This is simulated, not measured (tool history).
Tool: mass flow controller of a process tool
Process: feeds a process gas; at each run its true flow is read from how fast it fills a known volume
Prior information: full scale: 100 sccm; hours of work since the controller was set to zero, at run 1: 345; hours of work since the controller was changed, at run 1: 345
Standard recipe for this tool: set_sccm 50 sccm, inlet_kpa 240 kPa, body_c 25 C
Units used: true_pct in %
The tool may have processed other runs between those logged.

| run | day | set_sccm | inlet_kpa | body_c | hours of work since the controller was set to zero | hours of work since the controller was changed | true_pct |
|---|---|---|---|---|---|---|---|
| 1 | 0.000 | 50 | 240 | 25 | 345 | 345 | 98.78 |
| 2 | 6.608 | 50 | 144 | 25 | 436 | 436 | 98.57 |
| 3 | 15.442 | 18 | 144 | 25 | 558 | 558 | 97.74 |
| 4 | 25.412 | 18 | 144 | 25 | 695 | 695 | 97.69 |
| 5 | 33.183 | 18 | 144 | 25 | 802 | 802 | 97.76 |
| 6 | 44.062 | 18 | 144 | 25 | 952 | 952 | 97.63 |
| 7 | 57.321 | 71 | 144 | 25 | 1135 | 1135 | 99.04 |
| 8 | 71.196 | 71 | 239 | 25 | 1326 | 1326 | 99.23 |
| 9 | 80.517 | 20 | 239 | 25 | 1454 | 1454 | 97.87 |
| 10 | 95.508 | 20 | 239 | 25 | 1660 | 1660 | 97.90 |
| 11 | 103.742 | 24 | 240 | 25 | 1774 | 1774 | 97.87 |
| 12 | 118.638 | 50 | 240 | 25 | 1979 | 1979 | 98.57 |
| 13 | 128.275 | 50 | 240 | 25 | 2112 | 2112 | 98.46 |
| 14 | 141.571 | 50 | 240 | 25 | 2295 | 2295 | 98.52 |
| 15 | 154.392 | 50 | 233 | 25 | 2471 | 2471 | 98.48 |
| 16 | 161.212 | 50 | 233 | 25 | 2565 | 2565 | 98.54 |
| 17 | 169.350 | 50 | 233 | 25 | 2677 | 2677 | 98.49 |
| 18 | 177.158 | 50 | 240 | 25 | 2785 | 2785 | 98.54 |
| 19 | 187.367 | 50 | 240 | 25 | 2926 | 2926 | 98.51 |
| 20 | 194.617 | 50 | 203 | 25 | 3025 | 3025 | 98.32 |
| 21 | 201.642 | 50 | 240 | 25 | 3122 | 3122 | 98.46 |
| 22 | 214.538 | 50 | 240 | 25 | 3300 | 3300 | 98.43 |
| 23 | 221.088 | 50 | 240 | 25 | 3390 | 3390 | 98.44 |
| 24 | 229.404 | 50 | 240 | 25 | 3505 | 3505 | 98.37 |
| 25 | 237.479 | 50 | 240 | 25 | 3616 | 3616 | 98.30 |
| 26 | 245.971 | 38 | 219 | 20 | 3733 | 3733 | 98.31 |
| 27 | 255.154 | 35 | 243 | 24 | 3859 | 3859 | 97.95 |
| 28 | 268.908 | 49 | 177 | 22 | 4049 | 4049 | 98.17 |
| 29 | 275.512 | 49 | 177 | 22 | 4140 | 4140 | 98.22 |
| 30 | 286.017 | 49 | 177 | 22 | 4284 | 4284 | 98.20 |
| 31 | 299.246 | 49 | 177 | 22 | 4466 | 4466 | 98.32 |
| 32 | 308.446 | 14 | 269 | 28 | 4593 | 4593 | 97.35 |
| 33 | 315.667 | 11 | 273 | 38 | 4693 | 4693 | 96.77 |
| 34 | 330.638 | 11 | 202 | 25 | 4899 | 4899 | 97.20 |
| 35 | 339.017 | 11 | 202 | 25 | 5014 | 5014 | 97.09 |
| 36 | 351.542 | 11 | 202 | 25 | 5187 | 5187 | 97.00 |
| 37 | 363.892 | 11 | 202 | 25 | 5357 | 5357 | 97.18 |
| 38 | 371.504 | 31 | 173 | 38 | 5462 | 5462 | 97.03 |
| 39 | 385.454 | 31 | 146 | 20 | 5654 | 5654 | 97.56 |
|  | 386.700 | gauge calibrated |
| 40 | 392.438 | 31 | 246 | 20 | 5750 | 5750 | 98.33 |
| 41 | 403.971 | 13 | 246 | 23 | 5909 | 5909 | 97.96 |
|  | 408.125 | controller's zero set anew |
| 42 | 418.596 | 13 | 246 | 23 | 144 | 6110 | 97.81 |
| 43 | 427.250 | 16 | 240 | 25 | 263 | 6229 | 97.78 |
| 44 | 438.262 | 47 | 240 | 27 | 415 | 6381 | 98.47 |
| 45 | 449.025 | 47 | 240 | 27 | 563 | 6529 | 98.48 |
| 46 | 456.879 | 47 | 240 | 27 | 671 | 6637 | 98.52 |
| 47 | 471.629 | 47 | 240 | 27 | 875 | 6840 | 98.50 |
| 48 | 479.275 | 47 | 240 | 27 | 980 | 6946 | 98.41 |
| 49 | 489.096 | 47 | 240 | 27 | 1115 | 7081 | 98.34 |

3 ways to go on from here, each from the tool as it stands after run 49. What would each give?
| A | 496.479 | 12 | 240 | 38 | 1217 | 7183 | ? |
| B | 496.479 | 47 | 184 | 27 | 1217 | 7183 | ? |
| C | 496.479 | 15 | 240 | 21 | 1217 | 7183 | ? |

| run | true_pct |
|---|---|
| A | 96.94 |
| B | 98.41 |
| C | 97.72 |
With the hidden condition removed and each run's random variation left untouched, the same runs would have given:
| run | true_pct |
|---|---|
| A | 97.14 |
| B | 98.61 |
| C | 97.92 |
